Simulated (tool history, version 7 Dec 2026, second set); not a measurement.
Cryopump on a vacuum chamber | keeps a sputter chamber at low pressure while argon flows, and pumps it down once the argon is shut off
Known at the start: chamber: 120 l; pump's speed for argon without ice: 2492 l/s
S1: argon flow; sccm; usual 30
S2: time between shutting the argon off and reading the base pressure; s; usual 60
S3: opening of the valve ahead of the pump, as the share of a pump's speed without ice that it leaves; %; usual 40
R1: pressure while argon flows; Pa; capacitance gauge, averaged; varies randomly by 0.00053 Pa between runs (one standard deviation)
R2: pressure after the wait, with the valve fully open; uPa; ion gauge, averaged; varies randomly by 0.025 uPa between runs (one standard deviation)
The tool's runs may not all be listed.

run,hour,S1,S2,S3,R1,R2
1,0.0,30,60,40,0.0507,1.88
2,25.4,30,60,40,0.0527,1.83
3,61.8,30,60,40,0.0516,1.89
4,80.7,32,60,40,0.0557,1.92
5,101.5,32,60,40,0.0562,1.98
6,117.9,30,145,40,0.0539,1.50
7,154.0,30,145,40,0.0531,1.54
8,176.9,13,60,40,0.0227,2.09
9,205.0,30,60,40,0.0541,2.04
10,228.4,30,60,40,0.0545,2.10
11,255.1,30,60,40,0.0543,2.17
12,292.7,30,60,40,0.0535,2.19
13,322.4,30,60,40,0.0548,2.22
14,363.0,30,60,40,0.0515,2.06
15,380.3,30,75,40,0.0515,1.90
16,413.3,30,75,40,0.0523,1.89
17,446.5,30,75,40,0.0519,2.00
18,467.9,30,75,40,0.0521,2.01
19,495.1,28,60,40,0.0483,1.03
20,514.9,27,132,41,0.0469,0.56
21,541.8,19,60,40,0.0330,1.07
22,563.1,23,278,21,0.0753,0.39
23,600.5,23,278,21,0.0764,0.38
24,623.7,24,53,19,0.0884,1.22
25,661.9,24,53,19,0.0885,1.30
26,679.1,14,286,27,0.0359,0.45
27,700.4,14,66,27,0.0374,1.08
28,735.6,34,66,42,0.0569,1.05
29,768.9,50,32,40,0.0865,2.01
30,795.6,30,274,25,0.0830,0.50
31,818.0,30,274,25,0.0819,0.53
32,838.4,30,230,53,0.0400,0.58
33,876.6,30,230,53,0.0405,0.61
34,911.0,30,230,53,0.0413,0.61
35,932.6,51,60,40,0.0901,1.26

Removed from this log: 3 entries logged between the listed runs. Between which two listed runs does each belong, and how does the tool's hidden state at the listed run before it compare with that at the listed run after it?
Runs 13 to 14: pump warmed up, emptied and cooled again (hour 351.1)
  pump's speed, % of a pump's without ice: 87.3 -> 99.5; cold plate's temperature, K: 13.13 -> 13.14; leak into the chamber, uPa l/s: 2786 -> 2836
  the result without the hidden state subtracted from the measured one, R1: +0.0035 -> +0.0006 Pa; R2: +1.20 -> +1.04 uPa
Runs 18 to 19: leaking fittings of the chamber tightened, without venting (hour 485.6)
  pump's speed, % of a pump's without ice: 95.6 -> 94.8; cold plate's temperature, K: 13.18 -> 13.19; leak into the chamber, uPa l/s: 2975 -> 315
  the result without the hidden state subtracted from the measured one, R1: +0.0014 -> +0.0016 Pa; R2: +1.17 -> +0.01 uPa
Runs 27 to 28: pump warmed up, emptied and cooled again (hour 728.4)
  pump's speed, % of a pump's without ice: 87.1 -> 99.2; cold plate's temperature, K: 13.26 -> 13.27; leak into the chamber, uPa l/s: 581 -> 621
  the result without the hidden state subtracted from the measured one, R1: +0.0017 -> +0.0008 Pa; R2: +0.15 -> +0.14 uPa

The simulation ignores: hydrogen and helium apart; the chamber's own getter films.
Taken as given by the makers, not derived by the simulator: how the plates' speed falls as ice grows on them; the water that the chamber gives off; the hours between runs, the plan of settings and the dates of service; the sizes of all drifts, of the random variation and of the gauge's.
